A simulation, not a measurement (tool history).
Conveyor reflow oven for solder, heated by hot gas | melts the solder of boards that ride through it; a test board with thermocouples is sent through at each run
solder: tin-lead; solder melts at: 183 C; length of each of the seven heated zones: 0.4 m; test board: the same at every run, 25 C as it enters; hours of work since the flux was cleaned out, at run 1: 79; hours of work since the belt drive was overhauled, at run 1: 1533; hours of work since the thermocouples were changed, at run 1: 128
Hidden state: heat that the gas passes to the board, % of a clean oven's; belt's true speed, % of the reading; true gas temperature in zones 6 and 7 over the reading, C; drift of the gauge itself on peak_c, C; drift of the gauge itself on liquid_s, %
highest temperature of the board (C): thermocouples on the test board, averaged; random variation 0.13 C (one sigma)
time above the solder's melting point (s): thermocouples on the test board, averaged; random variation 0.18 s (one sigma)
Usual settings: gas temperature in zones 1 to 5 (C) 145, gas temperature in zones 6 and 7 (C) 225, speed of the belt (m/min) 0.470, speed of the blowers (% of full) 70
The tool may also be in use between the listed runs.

run,hour,gas temperature in zones 1 to 5 (C),gas temperature in zones 6 and 7 (C),speed of the belt (m/min),speed of the blowers (% of full),hours of work since the flux was cleaned out,hours of work since the belt drive was overhauled,hours of work since the thermocouples were changed,highest temperature of the board (C),time above the solder's melting point (s)
1,0.0,145,225,0.470,70,79,1533,128,212.0,75.6
2,75.6,145,225,0.470,70,136,1590,185,212.4,75.4
# hour 108.6: belt drive overhauled, speed set with a stopwatch
3,116.8,145,225,0.470,70,164,6,212,212.1,75.2
# hour 166.6: flux residue cleaned out of gas plates and filters
4,201.6,145,225,0.473,70,26,66,272,212.0,74.8
5,249.6,145,225,0.473,70,62,102,308,212.2,74.3
6,295.3,145,225,0.473,70,97,136,343,212.2,74.6
7,365.7,145,236,0.473,70,149,189,395,221.9,83.9
# hour 433.4: flux residue cleaned out of gas plates and filters
8,436.7,145,236,0.473,70,3,239,445,221.6,83.8
9,508.1,144,236,0.473,70,56,292,498,221.4,83.3
10,564.8,144,236,0.473,70,99,335,541,221.5,83.3
11,624.4,144,231,0.473,70,143,379,586,217.0,79.3
12,667.6,145,225,0.470,67,176,412,618,211.8,74.7
# hour 701.2: flux residue cleaned out of gas plates and filters
13,748.8,145,225,0.470,67,36,469,675,211.9,74.5
14,789.7,145,225,0.470,61,66,500,706,211.1,73.3
15,845.1,145,225,0.470,52,108,541,747,209.5,70.9
16,891.0,145,225,0.470,52,142,576,782,209.5,70.7
17,933.0,145,225,0.470,52,174,607,813,209.4,70.9
# hour 966.8: flux residue cleaned out of gas plates and filters
18,983.0,145,225,0.531,78,12,641,847,210.0,63.5
19,1024.7,157,224,0.455,76,43,672,878,214.3,88.7
20,1072.4,139,224,0.510,79,79,708,914,209.4,62.9
21,1126.0,141,225,0.470,76,119,748,954,212.3,73.7
# hour 1187.2: thermocouples of zones 6 and 7 changed
22,1212.7,145,225,0.460,70,183,812,19,212.6,77.9
# hour 1237.6: flux residue cleaned out of gas plates and filters
23,1288.1,158,235,0.470,70,38,864,72,223.0,92.7
24,1324.1,151,227,0.407,62,65,891,99,217.2,98.0
25,1392.6,151,222,0.388,62,116,943,150,213.7,99.4
26,1431.2,151,222,0.417,62,145,972,179,212.4,90.0
# hour 1506.3: flux residue cleaned out of gas plates and filters
27,1514.4,141,225,0.470,60,6,1030,238,209.9,70.3
28,1554.1,141,225,0.470,60,36,1060,268,209.8,70.1
29,1597.0,141,225,0.470,60,68,1092,300,209.8,70.1
30,1660.0,134,228,0.478,55,115,1140,347,209.7,64.8

Forecast each of these 3 alternatives for the next run:
A,1742.0,145,215,0.470,89,177,1201,409,?,?
B,1742.0,134,228,0.478,83,177,1201,409,?,?
C,1742.0,133,228,0.460,55,177,1201,409,?,?

run,highest temperature of the board (C),time above the solder's melting point (s)
A,205.3,68.3
B,214.2,71.8
C,211.0,68.6
Without the tool's hidden state the same runs would have given:
run,highest temperature of the board (C),time above the solder's melting point (s)
A,205.3,68.3
B,214.3,71.7
C,211.0,68.5

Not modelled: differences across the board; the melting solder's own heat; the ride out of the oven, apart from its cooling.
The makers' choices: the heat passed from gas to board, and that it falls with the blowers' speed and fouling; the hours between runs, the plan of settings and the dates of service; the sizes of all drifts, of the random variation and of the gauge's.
